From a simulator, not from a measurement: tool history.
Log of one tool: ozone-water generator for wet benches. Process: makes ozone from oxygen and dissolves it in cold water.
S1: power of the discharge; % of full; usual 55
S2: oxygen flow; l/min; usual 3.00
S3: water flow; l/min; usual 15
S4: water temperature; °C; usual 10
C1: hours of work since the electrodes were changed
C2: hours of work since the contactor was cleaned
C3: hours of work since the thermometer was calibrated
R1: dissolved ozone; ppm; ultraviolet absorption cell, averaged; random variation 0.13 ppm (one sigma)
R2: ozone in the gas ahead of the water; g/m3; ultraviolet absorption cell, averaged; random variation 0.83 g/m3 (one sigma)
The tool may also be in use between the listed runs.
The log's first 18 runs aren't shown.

run	hour	S1	S2	S3	S4	C1	C2	C3	R1	R2
19	2645.6	71	5.15	14	12	7314	4382	1256	19.5	123.0
20	2765.1	71	5.15	14	10	7430	4497	1372	20.0	123.2
21	2984.2	61	2.38	16	6	7641	4709	1584	14.6	158.9
22	3085.8	91	1.84	22	6	7739	4807	1682	12.6	240.6
23	3259.3	91	1.84	22	6	7907	4975	1849	12.5	239.8
24	3442.9	72	1.72	12	7	8085	5152	2027	19.7	210.4
25	3648.8	72	1.72	12	7	8283	5351	2226	19.8	210.6
26	3852.6	98	3.00	15	16	8480	5548	2423	20.7	201.9
27	3982.7	42	1.94	11	6	8606	5674	2548	15.0	136.2
28	4190.0	42	1.94	11	6	8807	5874	2749	15.3	133.5
29	4311.5	48	3.18	9	10	8924	5992	2866	20.3	118.0
30	4508.4	48	3.18	9	10	9114	6182	3056	20.3	119.4
31	4651.4	57	2.01	18	8	9252	6320	3195	11.3	165.1
32	4752.9	67	3.00	15	12	9350	6418	3293	16.2	154.3
33	4912.9	44	2.87	22	13	9505	6573	3447	8.2	116.1
34	5014.1	51	4.21	22	13	9603	6671	3545	9.8	106.9

3 ways to go on from here, each from the tool as it stands after run 34. What would each give?
A	5119.1	62	2.38	22	13	9704	6772	3647	?	?
B	5119.1	82	3.00	15	10	9704	6772	3647	?	?
C	5119.1	54	4.21	22	14	9704	6772	3647	?	?

run	R1	R2
A	9.8	163.0
B	19.6	177.5
C	10.1	111.6
Without the tool's hidden state the same runs would have given:
run	R1	R2
A	9.8	163.2
B	19.7	177.8
C	10.1	111.8

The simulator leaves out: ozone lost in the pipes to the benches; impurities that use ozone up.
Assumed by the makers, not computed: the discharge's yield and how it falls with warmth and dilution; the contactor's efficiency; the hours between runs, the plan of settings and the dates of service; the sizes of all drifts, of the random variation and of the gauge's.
